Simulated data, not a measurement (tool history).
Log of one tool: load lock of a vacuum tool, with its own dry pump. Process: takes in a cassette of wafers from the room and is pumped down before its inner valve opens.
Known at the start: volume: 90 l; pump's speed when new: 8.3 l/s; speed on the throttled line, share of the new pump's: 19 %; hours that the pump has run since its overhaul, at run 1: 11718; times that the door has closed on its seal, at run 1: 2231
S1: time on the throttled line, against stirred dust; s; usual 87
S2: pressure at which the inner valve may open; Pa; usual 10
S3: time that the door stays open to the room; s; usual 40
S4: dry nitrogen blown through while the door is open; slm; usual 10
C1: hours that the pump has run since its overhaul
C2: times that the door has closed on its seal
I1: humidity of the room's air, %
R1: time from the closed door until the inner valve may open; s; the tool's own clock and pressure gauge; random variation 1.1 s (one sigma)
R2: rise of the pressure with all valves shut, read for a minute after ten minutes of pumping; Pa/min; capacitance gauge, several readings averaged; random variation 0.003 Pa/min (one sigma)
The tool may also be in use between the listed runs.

{"run": 1, "hour": 0.0, "S1": 87, "S2": 10, "S3": 40, "S4": 10, "C1": 11718, "C2": 2231, "I1": 45.6, "R1": 174.8, "R2": 0.024}
{"run": 2, "hour": 89.0, "S1": 87, "S2": 10, "S3": 40, "S4": 10, "C1": 11807, "C2": 2526, "I1": 47.9, "R1": 171.7, "R2": 0.025}
{"run": 3, "hour": 226.6, "S1": 87, "S2": 10, "S3": 40, "S4": 10, "C1": 11944, "C2": 2983, "I1": 46.4, "R1": 170.4, "R2": 0.027}
{"run": 4, "hour": 398.5, "S1": 87, "S2": 10, "S3": 40, "S4": 10, "C1": 12116, "C2": 3554, "I1": 46.4, "R1": 171.9, "R2": 0.025}
{"run": 5, "hour": 528.8, "S1": 97, "S2": 10, "S3": 40, "S4": 10, "C1": 12246, "C2": 3986, "I1": 45.9, "R1": 179.4, "R2": 0.017}
{"run": 6, "hour": 675.6, "S1": 87, "S2": 17, "S3": 40, "S4": 10, "C1": 12393, "C2": 4473, "I1": 45.8, "R1": 166.2, "R2": 0.025}
{"run": 7, "hour": 804.3, "S1": 87, "S2": 10, "S3": 40, "S4": 10, "C1": 12522, "C2": 4901, "I1": 44.8, "R1": 171.8, "R2": 0.024}
{"run": 8, "hour": 968.4, "S1": 87, "S2": 10, "S3": 40, "S4": 22, "C1": 12686, "C2": 5445, "I1": 44.2, "R1": 172, "R2": 0.011}
{"run": 9, "hour": 1141.6, "S1": 87, "S2": 10, "S3": 40, "S4": 10, "C1": 12859, "C2": 6020, "I1": 43.6, "R1": 173.5, "R2": 0.02}
{"run": 10, "hour": 1262.9, "S1": 87, "S2": 10, "S3": 40, "S4": 10, "C1": 12980, "C2": 6423, "I1": 45, "R1": 172.9, "R2": 0.022}
{"run": 11, "hour": 1377.6, "S1": 87, "S2": 10, "S3": 40, "S4": 10, "C1": 13095, "C2": 6804, "I1": 49, "R1": 171.6, "R2": 0.021}
{"run": 12, "hour": 1509.4, "S1": 87, "S2": 10, "S3": 40, "S4": 10, "C1": 13227, "C2": 7241, "I1": 43.3, "R1": 170.8, "R2": 0.023}
{"run": 13, "hour": 1639.4, "S1": 68, "S2": 15, "S3": 123, "S4": 5, "C1": 13357, "C2": 7673, "I1": 44.6, "R1": 152.5, "R2": 0.033}
{"run": 14, "hour": 1827.4, "S1": 75, "S2": 18, "S3": 117, "S4": 25, "C1": 13545, "C2": 8297, "I1": 42, "R1": 154.4, "R2": 0.018}
{"run": 15, "hour": 1972.9, "S1": 122, "S2": 12, "S3": 40, "S4": 10, "C1": 13690, "C2": 8780, "I1": 45.1, "R1": 198.4, "R2": 0.019}
{"run": 16, "hour": 2130.9, "S1": 122, "S2": 12, "S3": 40, "S4": 10, "C1": 13848, "C2": 9304, "I1": 48.6, "R1": 200.1, "R2": 0.026}
{"run": 17, "hour": 2262.0, "S1": 87, "S2": 9, "S3": 40, "S4": 10, "C1": 13980, "C2": 9739, "I1": 46, "R1": 173.1, "R2": 0.021}
{"run": 18, "hour": 2408.3, "S1": 168, "S2": 9, "S3": 207, "S4": 10, "C1": 14126, "C2": 10225, "I1": 44.4, "R1": 236.5, "R2": 0.044}
{"run": 19, "hour": 2550.3, "S1": 48, "S2": 11, "S3": 40, "S4": 5, "C1": 14268, "C2": 10696, "I1": 42.1, "R1": 138.5, "R2": 0.026}

Forecast each of these 4 alternatives for the next run:
{"run": "A", "hour": 2690.4, "S1": 152, "S2": 11, "S3": 108, "S4": 5, "C1": 14408, "C2": 11161, "I1": 44.7, "R1": "?", "R2": "?"}
{"run": "B", "hour": 2690.4, "S1": 158, "S2": 12, "S3": 40, "S4": 10, "C1": 14408, "C2": 11161, "I1": 45.3, "R1": "?", "R2": "?"}
{"run": "C", "hour": 2690.4, "S1": 54, "S2": 10, "S3": 40, "S4": 14, "C1": 14408, "C2": 11161, "I1": 46, "R1": "?", "R2": "?"}
{"run": "D", "hour": 2690.4, "S1": 87, "S2": 15, "S3": 73, "S4": 4, "C1": 14408, "C2": 11161, "I1": 45.6, "R1": "?", "R2": "?"}

run=A R1=226.9 R2=0.034
run=B R1=228.4 R2=0.028
run=C R1=146.2 R2=0.027
run=D R1=168.3 R2=0.035
Without the tool's hidden state the same runs would have given:
run=A R1=226.9 R2=0.034
run=B R1=228.3 R2=0.028
run=C R1=146.2 R2=0.027
run=D R1=168.3 R2=0.035
